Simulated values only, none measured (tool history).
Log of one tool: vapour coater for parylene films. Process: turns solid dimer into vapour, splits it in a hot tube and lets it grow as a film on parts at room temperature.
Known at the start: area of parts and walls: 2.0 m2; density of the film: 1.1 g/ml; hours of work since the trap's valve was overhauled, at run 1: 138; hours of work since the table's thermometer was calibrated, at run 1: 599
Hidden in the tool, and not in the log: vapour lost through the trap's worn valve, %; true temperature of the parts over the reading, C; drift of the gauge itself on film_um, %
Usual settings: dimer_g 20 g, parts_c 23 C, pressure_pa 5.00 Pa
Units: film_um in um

run    hour  dimer_g  parts_c  pressure_pa  hours of work since the trap's valve was overhauled  hours of work since the table's thermometer was calibrated  film_um
  1     0.0       20       23         5.00                                                  138                                                         599     5.49
  2    22.9       20       23         5.00                                                  155                                                         617     5.50
  3    55.7       20       17         5.00                                                  180                                                         642     6.76
  4    91.7       20       23         5.00                                                  208                                                         669     5.45
  5   129.1       20       23         5.00                                                  236                                                         698     5.42
  6   174.4       20       23         5.00                                                  271                                                         732     5.42
  7   211.0       20       23         5.00                                                  299                                                         760     5.41
  8   255.8       20       23         5.00                                                  333                                                         794     5.39
  9   312.6       16       23         5.00                                                  376                                                         838     4.29
 10   356.4       20       20         5.00                                                  410                                                         871     5.94
      409.8  -- trap's valve overhauled
 11   414.1       20       20         5.00                                                    3                                                         912     5.64
      426.8  -- table's thermometer calibrated
 12   465.9       20       20         5.00                                                   42                                                          30     5.33
 13   499.1       20       20         5.00                                                   67                                                          55     5.29
 14   544.1       20       33         2.49                                                  102                                                          90     3.49
 15   574.8       19       25         3.74                                                  125                                                         113     4.28
 16   612.3       19       25         3.74                                                  154                                                         142     4.26
 17   651.0       19       25         3.74                                                  184                                                         171     4.26
 18   699.3       18       15         3.13                                                  220                                                         208     5.75
      749.4  -- trap's valve overhauled, once more
 19   752.4       10       20         5.00                                                    2                                                         246     3.04
 20   807.4       20       19        10.36                                                   44                                                         288     6.02
 21   851.9       12       22         2.84                                                   78                                                         322     3.50
 22   896.1       20       25         5.00                                                  112                                                         355     5.08
 23   952.5       20       25         5.00                                                  155                                                         399     5.03
 24  1002.3       20       20         8.55                                                  193                                                         437     5.79
 25  1036.6       20       20         8.55                                                  219                                                         463     5.78
 26  1064.8       25       31         7.74                                                  241                                                         484     4.92

4 ways to go on from here, each from the tool as it stands after run 26. What would each give?
  A  1107.0        9       15         2.05                                                  273                                                         517        ?
  B  1107.0       20       35         8.76                                                  273                                                         517        ?
  C  1107.0       17       26        11.95                                                  273                                                         517        ?
  D  1107.0       13       21         3.65                                                  273                                                         517        ?

run  film_um
  A     3.37
  B     3.39
  C     3.88
  D     3.81
Without the tool's hidden state the same runs would have given:
run  film_um
  A     3.44
  B     3.46
  C     3.96
  D     3.89
